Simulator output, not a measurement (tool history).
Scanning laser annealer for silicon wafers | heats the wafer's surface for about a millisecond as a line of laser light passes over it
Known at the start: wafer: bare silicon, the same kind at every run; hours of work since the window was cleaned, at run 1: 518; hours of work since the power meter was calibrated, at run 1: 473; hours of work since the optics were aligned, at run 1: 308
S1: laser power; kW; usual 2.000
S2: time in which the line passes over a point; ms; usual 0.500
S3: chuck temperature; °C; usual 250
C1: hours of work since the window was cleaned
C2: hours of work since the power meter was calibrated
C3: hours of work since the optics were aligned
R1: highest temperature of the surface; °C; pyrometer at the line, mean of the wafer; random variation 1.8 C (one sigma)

Run 1, hour 0.0: usual settings; C1 518; C2 473; C3 308. Result: R1 966 °C.
Run 2, hour 27.2: usual settings; C1 533; C2 488; C3 323. Result: R1 965 °C.
Run 3, hour 57.0: usual settings; C1 550; C2 505; C3 340. Result: R1 963 °C.
Run 4, hour 75.0: usual settings; C1 560; C2 515; C3 350. Result: R1 963 °C.
Run 5, hour 88.2: usual settings; C1 567; C2 522; C3 357. Result: R1 962 °C.
Run 6, hour 106.1: usual settings but S1 1.813 kW; C1 577; C2 532; C3 367. Result: R1 880 °C.
Run 7, hour 127.1: usual settings but S1 1.813 kW, S3 289 °C; C1 589; C2 544; C3 379. Result: R1 923 °C.
At hour 146.4: window over the wafer cleaned.
Run 8, hour 150.1: usual settings but S1 1.813 kW, S3 289 °C; C1 2; C2 556; C3 390. Result: R1 945 °C.
Run 9, hour 168.8: usual settings but S3 241 °C; C1 12; C2 566; C3 401. Result: R1 977 °C.
At hour 176.2: optics aligned, line set to its width.
Run 10, hour 189.5: usual settings but S3 241 °C; C1 21; C2 575; C3 7. Result: R1 981 °C.
Run 11, hour 218.7: usual settings but S2 0.401 ms; C1 38; C2 591; C3 24. Result: R1 918 °C.
At hour 233.7: optics aligned, line set to its width, once more.
Run 12, hour 252.9: usual settings but S1 1.918 kW, S2 0.538 ms, S3 253 °C; C1 54; C2 608; C3 11. Result: R1 981 °C.
Run 13, hour 271.0: usual settings but S1 1.905 kW, S2 0.594 ms, S3 211 °C; C1 64; C2 618; C3 21. Result: R1 959 °C.
Run 14, hour 291.8: usual settings but S1 2.199 kW, S2 0.372 ms, S3 211 °C; C1 75; C2 629; C3 32. Result: R1 937 °C.
Run 15, hour 313.7: usual settings but S1 1.853 kW, S2 0.619 ms, S3 225 °C; C1 88; C2 641; C3 45. Result: R1 962 °C.
Run 16, hour 326.2: usual settings but S1 1.853 kW, S2 0.619 ms, S3 225 °C; C1 95; C2 648; C3 52. Result: R1 965 °C.
Run 17, hour 354.4: usual settings but S2 0.362 ms, S3 281 °C; C1 110; C2 664; C3 67. Result: R1 919 °C.
Run 18, hour 372.6: usual settings but S1 2.097 kW, S2 0.422 ms, S3 281 °C; C1 120; C2 674; C3 77. Result: R1 1004 °C.
Run 19, hour 395.6: usual settings but S1 2.097 kW, S2 0.422 ms, S3 281 °C; C1 133; C2 687; C3 90. Result: R1 1002 °C.
Run 20, hour 420.6: usual settings but S1 2.097 kW, S2 0.545 ms, S3 239 °C; C1 147; C2 701; C3 104. Result: R1 1042 °C.
Run 21, hour 436.1: usual settings but S1 2.097 kW, S2 0.545 ms, S3 239 °C; C1 156; C2 710; C3 113. Result: R1 1044 °C.

Measured less the same run without the tool's hidden state. The same run-to-run variation is in both; the gauge's scatter may not be:
The hidden state here: light that passes the window, % of a clean one's; laser's true power over the reading, %; width of the line over the set one, %; drift of the gauge itself on peak_c, C.
run   R1
  1  -27
  2  -28
  3  -28
  4  -29
  5  -29
  6  -26
  7  -27
  8   -2
  9   -3
 10   -4
 11   -5
 12   -3
 13   -4
 14   -4
 15   -5
 16   -5
 17   -5
 18   -7
 19   -7
 20   -9
 21   -9
